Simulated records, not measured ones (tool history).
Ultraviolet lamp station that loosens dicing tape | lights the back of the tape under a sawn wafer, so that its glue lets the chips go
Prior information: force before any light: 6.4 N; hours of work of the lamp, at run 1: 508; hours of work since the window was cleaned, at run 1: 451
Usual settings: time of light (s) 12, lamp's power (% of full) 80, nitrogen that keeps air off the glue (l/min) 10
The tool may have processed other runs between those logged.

run    hour  time of light (s)  lamp's power (% of full)  nitrogen that keeps air off the glue (l/min)  hours of work of the lamp  hours of work since the window was cleaned  force that peels the tape off (N)  light that reached the tape (mJ/cm²)
  1       0                 12                        80                                            10                        508                                         451                              0.588                                   321
        6.2  -- window cleaned of glue's vapour
  2    29.1                 12                        80                                            10                        527                                          15                              0.604                                   317
  3    92.2                 12                        80                                            10                        569                                          58                              0.607                                   316
  4   137.2                 12                        75                                            10                        599                                          88                              0.684                                   296
  5   174.1                 12                        75                                            10                        624                                         112                              0.699                                   301
  6   216.5                 12                        75                                            10                        652                                         141                              0.694                                   296
  7   256.4                 12                        75                                            10                        679                                         168                              0.677                                   295
  8   291.4                 12                        75                                            10                        702                                         191                                0.7                                   299
  9   353.9                 12                        75                                            10                        744                                         233                               0.65                                   292
 10   391.5                 12                        75                                            10                        769                                         258                              0.712                                   297
 11   443.3                 12                        80                                             3                        804                                         293                              1.447                                   319
 12   488.6                 12                        80                                             3                        834                                         323                               1.52                                   316
 13   544.8                 12                        80                                             3                        872                                         361                              1.505                                   322
        575  -- lamp changed
 14   588.7                 12                        80                                             3                          9                                         390                              1.508                                   312
 15   640.2                 12                        80                                             3                         44                                         424                              1.521                                   319
      684.4  -- window cleaned of glue's vapour
 16   701.1                 12                        80                                             3                         84                                          11                              1.502                                   319
 17   769.7                 12                        80                                             3                        130                                          57                              1.436                                   316
 18   824.1                 12                        80                                             3                        167                                          94                              1.513                                   315
 19   892.8                 12                        80                                             3                        213                                         140                              1.504                                   318
 20   950.5                  9                        80                                            10                        251                                         178                              1.043                                   236
 21   989.8                  9                        80                                            10                        278                                         205                              0.983                                   239
 22  1020.6                  9                        80                                            10                        298                                         225                              1.029                                   239
 23  1062.7                  9                        80                                            10                        326                                         253                              1.049                                   237
 24  1126.5                 24                        90                                            10                        369                                         296                              0.147                                   710
 25    1170                 24                        90                                            10                        398                                         325                               0.15                                   716
 26  1234.7                  6                        79                                            10                        442                                         369                               1.84                                   156
 27  1286.2                  6                        80                                             3                        476                                         403                              2.985                                   156
 28  1340.6                 12                        80                                             4                        513                                         440                              1.252                                   317
     1364.2  -- window cleaned of glue's vapour
 29  1403.6                 13                        73                                             4                        554                                          26                              1.272                                   314
 30    1458                 19                        74                                            10                        591                                          63                              0.277                                   465
 31  1505.2                 19                        74                                            10                        622                                          94                              0.279                                   470
 32  1548.1                 19                        79                                             6                        651                                         123                              0.385                                   497
 33  1592.3                 12                        68                                            10                        681                                         153                               0.83                                   271
 34    1644                 22                        76                                             3                        715                                         187                              0.564                                   554
 35    1687                  9                        86                                             4                        744                                         216                              1.703                                   258
 36  1741.8                 14                        68                                            20                        781                                         253                              0.363                                   320
 37  1782.3                 14                        68                                            20                        808                                         280                              0.348                                   318
 38  1810.9                 14                        84                                             7                        827                                         299                              0.523                                   384
 39  1869.4                 14                        84                                             7                        866                                         338                              0.543                                   387
     1907.6  -- lamp changed
 40    1927                  8                        80                                             8                         13                                         376                              1.474                                   214
 41  1964.6                  8                        80                                             8                         38                                         402                              1.422                                   212
 42  2011.2                 14                        80                                             3                         69                                         433                              1.221                                   377
     2041.9  -- window cleaned of glue's vapour
 43  2068.6                 13                        80                                            10                        108                                          18                              0.506                                   345

How the hidden state differs across the entries between the runs, from the last listed run before each to the first after it:
In the gap between runs 1 and 2: window cleaned of glue's vapour (hour 6.2)
  light that the window lets through, % of a clean one's: 99.9 -> 100
In the gap between runs 13 and 14: lamp changed (hour 575)
  lamp's light, % of a new lamp's: 99.7 -> 100
In the gap between runs 15 and 16: window cleaned of glue's vapour (hour 684.4)
  light that the window lets through, % of a clean one's: 99.9 -> 100
In the gap between runs 28 and 29: window cleaned of glue's vapour (hour 1364.2)
  nothing in the hidden state changes from one run to the other
In the gap between runs 39 and 40: lamp changed (hour 1907.6)
  lamp's light, % of a new lamp's: 99.7 -> 100
In the gap between runs 42 and 43: window cleaned of glue's vapour (hour 2041.9)
  nothing in the hidden state changes from one run to the other
